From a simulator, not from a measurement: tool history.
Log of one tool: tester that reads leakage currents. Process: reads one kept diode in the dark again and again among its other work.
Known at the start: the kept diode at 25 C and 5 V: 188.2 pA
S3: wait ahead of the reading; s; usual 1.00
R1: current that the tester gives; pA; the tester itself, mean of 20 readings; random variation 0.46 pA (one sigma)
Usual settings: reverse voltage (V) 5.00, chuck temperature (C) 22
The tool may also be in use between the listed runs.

Run 1, hour 0.0: usual settings. Result: R1 153.21 pA.
Run 2, hour 56.0: usual settings. Result: R1 152.28 pA.
Run 3, hour 115.5: usual settings but reverse voltage (V) 6.67. Result: R1 172.04 pA.
Run 4, hour 178.7: usual settings but reverse voltage (V) 6.67. Result: R1 171.40 pA.
Run 5, hour 247.9: usual settings but reverse voltage (V) 6.67. Result: R1 172.19 pA.
Run 6, hour 315.3: usual settings but reverse voltage (V) 6.67. Result: R1 171.40 pA.
Run 7, hour 352.9: usual settings. Result: R1 152.08 pA.
Run 8, hour 407.2: usual settings. Result: R1 152.56 pA.
Run 9, hour 471.1: usual settings. Result: R1 153.95 pA.
Run 10, hour 531.6: usual settings. Result: R1 152.32 pA.
Run 11, hour 588.9: usual settings but reverse voltage (V) 9.71, S3 0.76 s. Result: R1 201.37 pA.
Run 12, hour 622.9: usual settings but reverse voltage (V) 9.71, S3 0.76 s. Result: R1 201.81 pA.
Run 13, hour 687.2: usual settings but reverse voltage (V) 12.27, chuck temperature (C) 46, S3 2.46 s. Result: R1 1141.48 pA.
Run 14, hour 746.6: usual settings but reverse voltage (V) 1.29, S3 2.54 s. Result: R1 87.96 pA.
Run 15, hour 785.8: usual settings but reverse voltage (V) 1.22, chuck temperature (C) 33, S3 1.42 s. Result: R1 189.65 pA.
Run 16, hour 827.3: usual settings but reverse voltage (V) 1.22, chuck temperature (C) 33, S3 1.42 s. Result: R1 190.26 pA.
Run 17, hour 897.6: usual settings but S3 0.67 s. Result: R1 154.12 pA.

Hidden state or all else? Some run-to-run changes of R1, split into what the settings, what came in and random variation would give without the hidden state, and what is left for the hidden state (with any gauge scatter that isn't in both results):
The hidden state here: stray current of the dirty probe card, pA a volt; current scale over the true one, %; true chuck temperature over the reading, C; drift of the gauge itself on leakage_pa, %.
Run 13 -> 14: reverse voltage (V) 12.27 -> 1.29, chuck temperature (C) 46 -> 22, S3 2.46 -> 2.54. R1 -1053.52 pA: hidden state -1.10, all else -1052.42.

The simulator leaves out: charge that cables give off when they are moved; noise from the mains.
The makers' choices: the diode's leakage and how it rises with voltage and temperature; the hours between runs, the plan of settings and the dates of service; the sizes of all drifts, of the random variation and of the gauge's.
